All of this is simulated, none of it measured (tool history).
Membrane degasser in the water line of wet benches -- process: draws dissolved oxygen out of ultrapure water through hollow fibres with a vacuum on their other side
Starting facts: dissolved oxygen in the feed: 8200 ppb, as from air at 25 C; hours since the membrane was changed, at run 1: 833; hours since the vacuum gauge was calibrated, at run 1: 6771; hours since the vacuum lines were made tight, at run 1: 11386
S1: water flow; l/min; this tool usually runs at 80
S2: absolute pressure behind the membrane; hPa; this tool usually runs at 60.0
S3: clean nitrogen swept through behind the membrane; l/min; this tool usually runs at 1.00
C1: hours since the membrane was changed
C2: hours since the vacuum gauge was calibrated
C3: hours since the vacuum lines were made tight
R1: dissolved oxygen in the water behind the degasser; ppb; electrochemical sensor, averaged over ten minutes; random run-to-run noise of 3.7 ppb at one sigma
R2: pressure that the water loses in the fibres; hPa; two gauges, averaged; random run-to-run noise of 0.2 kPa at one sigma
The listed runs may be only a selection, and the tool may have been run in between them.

Run 1, day 0.000: usual settings; C1 833; C2 6771; C3 11386. Result: R1 393.3 ppb, R2 460.1 hPa.
Run 2, day 3.071: usual settings; C1 907; C2 6844; C3 11459. Result: R1 395.3 ppb, R2 459.5 hPa.
Run 3, day 5.712: usual settings; C1 970; C2 6908; C3 11523. Result: R1 393.5 ppb, R2 458.2 hPa.
Run 4, day 8.962: usual settings; C1 1048; C2 6986; C3 11601. Result: R1 389.1 ppb, R2 461.4 hPa.
Run 5, day 12.800: usual settings; C1 1141; C2 7078; C3 11693. Result: R1 389.8 ppb, R2 457.1 hPa.
Run 6, day 16.617: usual settings but S1 67 l/min; C1 1232; C2 7169; C3 11784. Result: R1 350.5 ppb, R2 383.7 hPa.
Run 7, day 21.212: usual settings but S1 85 l/min; C1 1342; C2 7280; C3 11895. Result: R1 414.6 ppb, R2 490.3 hPa.
Run 8, day 24.029: usual settings but S1 92 l/min, S2 48.0 hPa, S3 0.63 l/min; C1 1410; C2 7347; C3 11962. Result: R1 349.1 ppb, R2 527.0 hPa.
Run 9, day 28.842: usual settings but S2 40.3 hPa, S3 1.37 l/min; C1 1526; C2 7463; C3 12078. Result: R1 123.6 ppb, R2 458.8 hPa.
At day 29.175: vacuum gauge calibrated.
Run 10, day 32.679: usual settings but S1 124 l/min, S2 116.1 hPa, S3 1.75 l/min; C1 1617; C2 84; C3 12169. Result: R1 1022.8 ppb, R2 710.6 hPa.
Run 11, day 36.233: usual settings but S1 106 l/min, S2 87.3 hPa, S3 1.51 l/min; C1 1702; C2 169; C3 12255. Result: R1 710.3 ppb, R2 610.9 hPa.
At day 38.225: seals of the vacuum lines changed.
Run 12, day 41.521: usual settings but S1 73 l/min, S2 66.0 hPa; C1 1827; C2 294; C3 79. Result: R1 458.1 ppb, R2 419.6 hPa.
Run 13, day 46.596: usual settings but S1 51 l/min, S3 0.54 l/min; C1 1949; C2 416; C3 201. Result: R1 452.5 ppb, R2 293.7 hPa.
At day 49.029: vacuum gauge calibrated, once more.
Run 14, day 51.200: usual settings but S1 51 l/min, S3 0.54 l/min; C1 2059; C2 52; C3 311. Result: R1 408.8 ppb, R2 291.8 hPa.

Branching from run 14: 5 alternative next runs. What would each branch give?
Run A, day 55.746: usual settings but S1 66 l/min, S2 57.5 hPa, S3 1.14 l/min; C1 2168; C2 161; C3 420. Result: R1 ?, R2 ?.
Run B, day 55.746: usual settings but S1 67 l/min; C1 2168; C2 161; C3 420. Result: R1 ?, R2 ?.
Run C, day 55.746: usual settings but S1 91 l/min, S2 107.3 hPa, S3 0.55 l/min; C1 2168; C2 161; C3 420. Result: R1 ?, R2 ?.
Run D, day 55.746: usual settings but S1 66 l/min, S2 138.3 hPa, S3 0.44 l/min; C1 2168; C2 161; C3 420. Result: R1 ?, R2 ?.
Run E, day 55.746: usual settings but S1 51 l/min, S3 1.76 l/min; C1 2168; C2 161; C3 420. Result: R1 ?, R2 ?.

run      R1     R2
  A   276.2  384.6
  B   338.4  386.5
  C  1391.1  521.5
  D  1792.4  378.2
  E   172.3  291.8
Had the tool no hidden state, the same runs would have come out as:
run      R1     R2
  A   270.8  380.0
  B   332.4  381.8
  C  1382.9  515.1
  D  1786.1  373.6
  E   169.2  288.2

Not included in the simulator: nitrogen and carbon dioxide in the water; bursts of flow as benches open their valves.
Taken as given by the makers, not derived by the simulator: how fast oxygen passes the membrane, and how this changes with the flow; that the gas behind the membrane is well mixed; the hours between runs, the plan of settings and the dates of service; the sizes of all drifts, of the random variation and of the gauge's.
